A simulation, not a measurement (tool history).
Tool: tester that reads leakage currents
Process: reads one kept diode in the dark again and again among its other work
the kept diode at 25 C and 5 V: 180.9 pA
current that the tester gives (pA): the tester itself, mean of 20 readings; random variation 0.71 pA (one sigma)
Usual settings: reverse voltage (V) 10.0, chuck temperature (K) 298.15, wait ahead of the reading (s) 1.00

run   hour  reverse voltage (V)  chuck temperature (K)  wait ahead of the reading (s)  current that the tester gives (pA)
  1    0.0                 10.0                 298.15                           1.00                              233.30
  2   18.7                 10.0                 298.15                           1.02                              233.71
  3   48.4                 14.7                 298.15                           1.02                              269.18
  4   65.2                 14.7                 298.15                           1.02                              267.47
  5   88.1                 10.0                 298.15                           1.00                              232.02
  6  101.1                 10.0                 298.15                           1.00                              230.81
  7  122.6                  6.2                 298.15                           1.00                              192.86
  8  150.7                  6.2                 298.15                           1.00                              193.46
  9  169.3                  6.2                 298.15                           1.00                              194.27
 10  186.6                  6.2                 298.15                           1.00                              193.90
 11  203.3                  6.2                 298.15                           1.00                              193.79
 12  227.6                  6.2                 298.15                           1.00                              192.64
 13  243.6                  6.2                 298.15                           1.00                              192.75
 14  273.8                  6.2                 298.15                           1.00                              191.96
 15  289.5                  3.4                 294.15                           5.10                              106.93
 16  304.7                  3.4                 294.15                           5.10                              107.39
 17  333.2                  2.8                 297.15                           7.82                              130.32
 18  356.1                  2.8                 297.15                           7.82                              129.30
 19  374.1                  2.8                 297.15                           7.82                              129.74
 20  400.2                  2.8                 297.15                           7.82                              129.39
 21  416.0                  5.0                 309.15                           1.87                              446.79

Run 22 comes next. What will it give?
 22  432.0                  1.8                 306.15                           3.30                                   ?

{"run 22": {"current that the tester gives (pA)": 238.91}}
Without the tool's hidden state the same run would have given current that the tester gives (pA) 247.03.

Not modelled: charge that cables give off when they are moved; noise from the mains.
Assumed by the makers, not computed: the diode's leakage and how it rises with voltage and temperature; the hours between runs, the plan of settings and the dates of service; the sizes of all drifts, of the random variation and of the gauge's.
